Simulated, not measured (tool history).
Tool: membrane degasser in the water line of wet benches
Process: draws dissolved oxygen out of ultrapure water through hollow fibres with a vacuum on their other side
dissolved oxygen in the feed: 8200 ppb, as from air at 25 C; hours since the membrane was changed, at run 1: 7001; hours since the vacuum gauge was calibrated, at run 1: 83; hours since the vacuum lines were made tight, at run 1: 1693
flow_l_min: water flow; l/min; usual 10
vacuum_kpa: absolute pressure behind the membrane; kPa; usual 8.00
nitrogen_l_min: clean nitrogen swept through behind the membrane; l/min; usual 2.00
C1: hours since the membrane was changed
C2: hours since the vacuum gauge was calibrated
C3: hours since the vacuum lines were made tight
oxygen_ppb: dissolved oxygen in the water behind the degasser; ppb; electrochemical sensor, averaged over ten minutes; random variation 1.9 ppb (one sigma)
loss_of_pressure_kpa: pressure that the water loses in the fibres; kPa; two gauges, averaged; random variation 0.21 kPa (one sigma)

run 1 day=0.000 | flow_l_min=10 vacuum_kpa=8.00 nitrogen_l_min=2.00 | C1=7001 C2=83 C3=1693 | oxygen_ppb=201.4 loss_of_pressure_kpa=69.47
run 2 day=11.996 | flow_l_min=10 vacuum_kpa=8.00 nitrogen_l_min=2.00 | C1=7289 C2=371 C3=1981 | oxygen_ppb=201.5 loss_of_pressure_kpa=69.67
run 3 day=25.796 | flow_l_min=14 vacuum_kpa=8.00 nitrogen_l_min=2.00 | C1=7620 C2=702 C3=2312 | oxygen_ppb=317.6 loss_of_pressure_kpa=98.03
run 4 day=39.483 | flow_l_min=14 vacuum_kpa=8.00 nitrogen_l_min=2.00 | C1=7948 C2=1031 C3=2640 | oxygen_ppb=321.1 loss_of_pressure_kpa=97.85
run 5 day=53.908 | flow_l_min=8 vacuum_kpa=8.00 nitrogen_l_min=2.00 | C1=8295 C2=1377 C3=2986 | oxygen_ppb=147.4 loss_of_pressure_kpa=55.96
run 6 day=68.471 | flow_l_min=8 vacuum_kpa=8.00 nitrogen_l_min=2.00 | C1=8644 C2=1727 C3=3336 | oxygen_ppb=147.3 loss_of_pressure_kpa=55.89
run 7 day=79.288 | flow_l_min=8 vacuum_kpa=8.00 nitrogen_l_min=2.00 | C1=8904 C2=1986 C3=3595 | oxygen_ppb=145.6 loss_of_pressure_kpa=55.67
run 8 day=87.396 | flow_l_min=9 vacuum_kpa=8.00 nitrogen_l_min=2.00 | C1=9098 C2=2181 C3=3790 | oxygen_ppb=177.7 loss_of_pressure_kpa=63.15
run 9 day=101.246 | flow_l_min=10 vacuum_kpa=8.00 nitrogen_l_min=3.39 | C1=9431 C2=2513 C3=4123 | oxygen_ppb=185.8 loss_of_pressure_kpa=69.94
run 10 day=114.867 | flow_l_min=10 vacuum_kpa=8.00 nitrogen_l_min=3.39 | C1=9758 C2=2840 C3=4449 | oxygen_ppb=185.0 loss_of_pressure_kpa=69.91
run 11 day=123.529 | flow_l_min=10 vacuum_kpa=8.00 nitrogen_l_min=5.42 | C1=9965 C2=3048 C3=4657 | oxygen_ppb=170.6 loss_of_pressure_kpa=70.40
run 12 day=138.462 | flow_l_min=6 vacuum_kpa=8.44 nitrogen_l_min=5.64 | C1=10324 C2=3406 C3=5016 | oxygen_ppb=73.2 loss_of_pressure_kpa=42.15
run 13 day=151.083 | flow_l_min=6 vacuum_kpa=8.44 nitrogen_l_min=5.64 | C1=10627 C2=3709 C3=5319 | oxygen_ppb=73.1 loss_of_pressure_kpa=42.23
run 14 day=159.996 | flow_l_min=14 vacuum_kpa=9.16 nitrogen_l_min=1.05 | C1=10841 C2=3923 C3=5533 | oxygen_ppb=426.9 loss_of_pressure_kpa=98.33
run 15 day=172.054 | flow_l_min=12 vacuum_kpa=17.27 nitrogen_l_min=0.83 | C1=11130 C2=4213 C3=5822 | oxygen_ppb=639.3 loss_of_pressure_kpa=84.23
run 16 day=179.704 | flow_l_min=12 vacuum_kpa=17.27 nitrogen_l_min=0.83 | C1=11314 C2=4396 C3=6006 | oxygen_ppb=642.1 loss_of_pressure_kpa=84.41
run 17 day=194.171 | flow_l_min=10 vacuum_kpa=17.27 nitrogen_l_min=4.67 | C1=11661 C2=4743 C3=6353 | oxygen_ppb=228.4 loss_of_pressure_kpa=70.51
run 18 day=206.946 | flow_l_min=10 vacuum_kpa=17.27 nitrogen_l_min=4.67 | C1=11967 C2=5050 C3=6659 | oxygen_ppb=230.0 loss_of_pressure_kpa=70.61
run 19 day=220.829 | flow_l_min=14 vacuum_kpa=11.10 nitrogen_l_min=2.00 | C1=12301 C2=5383 C3=6993 | oxygen_ppb=390.5 loss_of_pressure_kpa=99.23
run 20 day=232.017 | flow_l_min=16 vacuum_kpa=10.11 nitrogen_l_min=1.58 | C1=12569 C2=5652 C3=7261 | oxygen_ppb=464.6 loss_of_pressure_kpa=113.06
run 21 day=242.650 | flow_l_min=8 vacuum_kpa=7.12 nitrogen_l_min=4.00 | C1=12824 C2=5907 C3=7516 | oxygen_ppb=128.3 loss_of_pressure_kpa=56.75
run 22 day=250.546 | flow_l_min=14 vacuum_kpa=5.57 nitrogen_l_min=2.93 | C1=13014 C2=6096 C3=7706 | oxygen_ppb=287.9 loss_of_pressure_kpa=98.61

The same runs without the tool's hidden state, with the same run-to-run variation:
The hidden state here: membrane still open, %; true pressure behind the membrane over the reading, kPa; air that leaks in behind the membrane, l/min; drift of the gauge itself on oxygen_ppb, %; drift of the gauge itself on loss_of_pressure_kpa, %.
run=1 oxygen_ppb=190.5 loss_of_pressure_kpa=68.20
run=2 oxygen_ppb=190.0 loss_of_pressure_kpa=68.35
run=3 oxygen_ppb=300.3 loss_of_pressure_kpa=96.09
run=4 oxygen_ppb=302.7 loss_of_pressure_kpa=95.82
run=5 oxygen_ppb=136.8 loss_of_pressure_kpa=54.74
run=6 oxygen_ppb=136.2 loss_of_pressure_kpa=54.63
run=7 oxygen_ppb=134.2 loss_of_pressure_kpa=54.37
run=8 oxygen_ppb=163.9 loss_of_pressure_kpa=61.65
run=9 oxygen_ppb=170.0 loss_of_pressure_kpa=68.21
run=10 oxygen_ppb=168.7 loss_of_pressure_kpa=68.12
run=11 oxygen_ppb=154.4 loss_of_pressure_kpa=68.56
run=12 oxygen_ppb=64.7 loss_of_pressure_kpa=41.00
run=13 oxygen_ppb=64.3 loss_of_pressure_kpa=41.04
run=14 oxygen_ppb=397.8 loss_of_pressure_kpa=95.51
run=15 oxygen_ppb=608.4 loss_of_pressure_kpa=81.75
run=16 oxygen_ppb=610.4 loss_of_pressure_kpa=81.88
run=17 oxygen_ppb=207.0 loss_of_pressure_kpa=68.33
run=18 oxygen_ppb=207.9 loss_of_pressure_kpa=68.37
run=19 oxygen_ppb=357.2 loss_of_pressure_kpa=95.99
run=20 oxygen_ppb=426.5 loss_of_pressure_kpa=109.28
run=21 oxygen_ppb=111.3 loss_of_pressure_kpa=54.81
run=22 oxygen_ppb=255.3 loss_of_pressure_kpa=95.18
